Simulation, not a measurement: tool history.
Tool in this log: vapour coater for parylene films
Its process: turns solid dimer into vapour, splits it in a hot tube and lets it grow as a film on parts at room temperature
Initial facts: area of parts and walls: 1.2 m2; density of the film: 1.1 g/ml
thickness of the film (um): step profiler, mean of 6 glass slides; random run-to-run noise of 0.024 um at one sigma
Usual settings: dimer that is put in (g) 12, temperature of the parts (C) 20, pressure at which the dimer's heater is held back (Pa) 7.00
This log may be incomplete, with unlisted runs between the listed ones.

run    hour  dimer that is put in (g)  temperature of the parts (C)  pressure at which the dimer's heater is held back (Pa)  thickness of the film (um)
  1     0.0                        12                            20                                                    7.00                        4.45
  2    32.9                        12                            20                                                    7.00                        4.39
  3    79.5                        12                            20                                                    7.00                        4.68
  4   115.9                        12                            20                                                    7.00                        4.67
  5   146.4                        18                            20                                                    7.00                        6.93
  6   186.9                        12                            20                                                    7.00                        4.62
  7   225.0                        12                            20                                                    7.00                        4.58
  8   256.0                        12                            20                                                    7.00                        4.60
  9   294.4                        12                            20                                                    2.51                        5.45
 10   323.5                        12                            20                                                    2.51                        5.47
 11   348.6                        12                            20                                                    2.51                        5.45
 12   373.8                        12                            20                                                    2.51                        5.44
 13   412.3                         6                            20                                                    7.00                        2.27
 14   436.4                        12                            15                                                    7.00                        4.96
 15   459.7                        12                            20                                                    7.00                        4.52
 16   503.0                        12                            20                                                    7.00                        4.48
 17   526.1                        12                            20                                                    7.00                        4.44
 18   568.3                        12                            20                                                    2.77                        5.22
 19   608.7                        10                            23                                                    7.76                        3.41
 20   645.4                         5                            20                                                    7.47                        1.82
 21   692.1                         5                            21                                                   11.94                        1.73
 22   732.0                        15                            21                                                    8.36                        5.52
 23   764.7                        15                            21                                                    8.36                        5.47
 24   789.1                         5                            13                                                    3.95                        2.49
 25   818.0                        12                            19                                                    3.95                        5.20
 26   841.4                        12                            19                                                    3.95                        5.16
 27   878.7                         9                            19                                                    3.95                        3.82
 28   901.6                        13                            19                                                    3.95                        5.59
 29   922.8                        13                            22                                                    3.95                        5.22
 30   960.7                         7                            18                                                    6.58                        2.85
 31   986.6                         7                            18                                                    6.58                        2.83
 32  1005.7                         6                            32                                                    6.58                        1.81
 33  1038.9                         8                            28                                                    2.99                        2.99
 34  1072.6                         8                            28                                                    2.99                        2.98
 35  1102.0                         8                            28                                                    2.99                        2.95
 36  1121.5                        12                            20                                                   11.55                        4.15

Removed from this log: 3 entries logged between the listed runs. Between which two listed runs does each belong, and how does the tool's hidden state at the listed run before it compare with that at the listed run after it?
In the gap between runs 2 and 3: trap's valve overhauled (hour 52.5)
  vapour lost through the trap's worn valve, %: 6.2 -> 0.6; true temperature of the parts over the reading, C: 0.31 -> 0.34
  what was measured, less what the result would be without the hidden state, thickness of the film (um): -0.32 -> -0.06
In the gap between runs 20 and 21: trap's valve overhauled (hour 674.5)
  vapour lost through the trap's worn valve, %: 6 -> 0.2; true temperature of the parts over the reading, C: 0.66 -> 0.68
  what was measured, less what the result would be without the hidden state, thickness of the film (um): -0.15 -> -0.03
In the gap between runs 29 and 30: table's thermometer calibrated (hour 931.1)
  vapour lost through the trap's worn valve, %: 2.5 -> 2.8; true temperature of the parts over the reading, C: 0.81 -> 0.05
  what was measured, less what the result would be without the hidden state, thickness of the film (um): -0.22 -> -0.08
